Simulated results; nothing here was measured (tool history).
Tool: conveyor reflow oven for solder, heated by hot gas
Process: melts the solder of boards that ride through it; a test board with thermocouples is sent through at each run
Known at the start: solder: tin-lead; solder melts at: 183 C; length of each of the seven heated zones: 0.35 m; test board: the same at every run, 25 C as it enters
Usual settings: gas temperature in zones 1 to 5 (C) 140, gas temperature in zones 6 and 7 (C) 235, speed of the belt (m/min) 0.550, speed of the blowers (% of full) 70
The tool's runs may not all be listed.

run,hour,gas temperature in zones 1 to 5 (C),gas temperature in zones 6 and 7 (C),speed of the belt (m/min),speed of the blowers (% of full),highest temperature of the board (C),time above the solder's melting point (s)
1,0.0,140,235,0.550,70,220.0,60.6
2,6.3,140,235,0.550,70,220.3,60.6
3,11.3,140,235,0.550,70,220.6,60.7
4,18.4,140,235,0.550,70,219.8,61.1
5,23.7,140,235,0.550,70,220.1,60.7
6,32.5,135,235,0.550,70,219.6,58.7
7,41.3,135,235,0.550,70,219.2,58.6
8,50.9,140,235,0.550,70,220.1,60.3
9,59.5,140,235,0.550,70,220.4,60.2
10,67.2,140,235,0.550,70,219.8,60.1
11,74.2,136,235,0.550,70,220.0,59.2
12,84.0,136,235,0.550,70,219.6,58.4
13,88.6,150,231,0.532,63,217.9,65.3
14,95.1,140,235,0.550,54,217.5,57.5
15,99.9,147,237,0.550,70,223.5,66.0
16,106.5,140,235,0.642,70,215.2,47.8
17,113.6,140,234,0.550,70,219.8,59.6
18,121.2,140,238,0.602,68,219.2,53.9
19,127.3,140,245,0.550,62,227.3,65.5
20,134.6,140,245,0.550,63,228.0,65.3
21,139.0,140,245,0.550,63,228.0,65.6
22,146.7,140,245,0.550,63,228.0,65.2
23,151.8,130,245,0.550,63,226.1,60.8
24,158.0,129,238,0.449,70,227.0,76.8

Forecast each of these 3 alternatives for the next run:
A,167.9,128,235,0.550,77,?,?
B,167.9,130,238,0.451,70,?,?
C,167.9,129,225,0.518,52,?,?

run,highest temperature of the board (C),time above the solder's melting point (s)
A,219.7,56.1
B,226.8,76.0
C,208.0,50.0
Without the tool's hidden state the same runs would have given:
run,highest temperature of the board (C),time above the solder's melting point (s)
A,219.8,55.9
B,226.7,75.5
C,207.9,49.8
